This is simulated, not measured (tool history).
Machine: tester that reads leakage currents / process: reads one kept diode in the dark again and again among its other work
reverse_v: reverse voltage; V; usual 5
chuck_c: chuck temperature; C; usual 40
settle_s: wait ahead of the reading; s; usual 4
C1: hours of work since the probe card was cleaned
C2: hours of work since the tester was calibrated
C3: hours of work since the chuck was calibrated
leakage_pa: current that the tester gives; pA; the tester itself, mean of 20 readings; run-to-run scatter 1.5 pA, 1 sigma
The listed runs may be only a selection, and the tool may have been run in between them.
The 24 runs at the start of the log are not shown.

Run 25, hour 3187.3: usual settings but chuck_c 26 C; C1 1326; C2 421; C3 1385. Result: leakage_pa 161.56 pA.
Run 26, hour 3310.5: usual settings but reverse_v 5.09 V, chuck_c 30 C; C1 1398; C2 493; C3 1458. Result: leakage_pa 222.14 pA.
At hour 3415.1: chuck's temperature calibrated.
Run 27, hour 3482.9: usual settings but reverse_v 9.46 V, chuck_c 55 C; C1 1498; C2 593; C3 40. Result: leakage_pa 1718.76 pA.
Run 28, hour 3652: usual settings but reverse_v 9.93 V, chuck_c 39 C, settle_s 1.58 s; C1 1597; C2 692; C3 139. Result: leakage_pa 575.71 pA.
Run 29, hour 3742.2: usual settings but reverse_v 6.22 V, chuck_c 35 C, settle_s 1.58 s; C1 1650; C2 745; C3 192. Result: leakage_pa 362.21 pA.
Run 30, hour 3859: usual settings but reverse_v 6.22 V, chuck_c 35 C, settle_s 1.58 s; C1 1719; C2 814; C3 260. Result: leakage_pa 359.58 pA.
Run 31, hour 4041.2: usual settings but reverse_v 6.22 V, chuck_c 35 C, settle_s 1.58 s; C1 1826; C2 921; C3 367. Result: leakage_pa 362.09 pA.
Run 32, hour 4201.8: usual settings but reverse_v 3.51 V; C1 1920; C2 1015; C3 461. Result: leakage_pa 422.26 pA.
Run 33, hour 4313.2: usual settings but settle_s 5.77 s; C1 1985; C2 1080; C3 527. Result: leakage_pa 477.52 pA.
Run 34, hour 4438.6: usual settings but reverse_v 19.97 V, chuck_c 29 C; C1 2059; C2 1154; C3 600. Result: leakage_pa 347.75 pA.
Run 35, hour 4605.1: usual settings but chuck_c 52 C; C1 2156; C2 1251; C3 698. Result: leakage_pa 1097.34 pA.
Run 36, hour 4692.1: usual settings but chuck_c 52 C; C1 2207; C2 1303; C3 749. Result: leakage_pa 1093.94 pA.
Run 37, hour 4814: usual settings but reverse_v 12.89 V, chuck_c 46 C, settle_s 9.35 s; C1 2279; C2 1374; C3 821. Result: leakage_pa 1025.86 pA.
Run 38, hour 4956.4: usual settings but reverse_v 2.27 V, chuck_c 51 C; C1 2362; C2 1458; C3 904. Result: leakage_pa 768.33 pA.
Run 39, hour 5044.7: usual settings but reverse_v 2.27 V, chuck_c 51 C, settle_s 2.82 s; C1 2414; C2 1509; C3 956. Result: leakage_pa 770.63 pA.

Predict each of these 3 candidate next runs independently; none follows another, all start after run 39:
Run A, hour 5125.8: usual settings but chuck_c 33 C, settle_s 0.7 s; C1 2462; C2 1557; C3 1003. Result: leakage_pa ?.
Run B, hour 5125.8: usual settings but reverse_v 2.27 V, chuck_c 51 C, settle_s 6.66 s; C1 2462; C2 1557; C3 1003. Result: leakage_pa ?.
Run C, hour 5125.8: usual settings but reverse_v 1.89 V, chuck_c 26 C, settle_s 0.9 s; C1 2462; C2 1557; C3 1003. Result: leakage_pa ?.

run  leakage_pa
  A      281.75
  B      764.39
  C       114.9
Without the tool's hidden state the same runs would have given:
run  leakage_pa
  A       289.1
  B      784.57
  C      118.07

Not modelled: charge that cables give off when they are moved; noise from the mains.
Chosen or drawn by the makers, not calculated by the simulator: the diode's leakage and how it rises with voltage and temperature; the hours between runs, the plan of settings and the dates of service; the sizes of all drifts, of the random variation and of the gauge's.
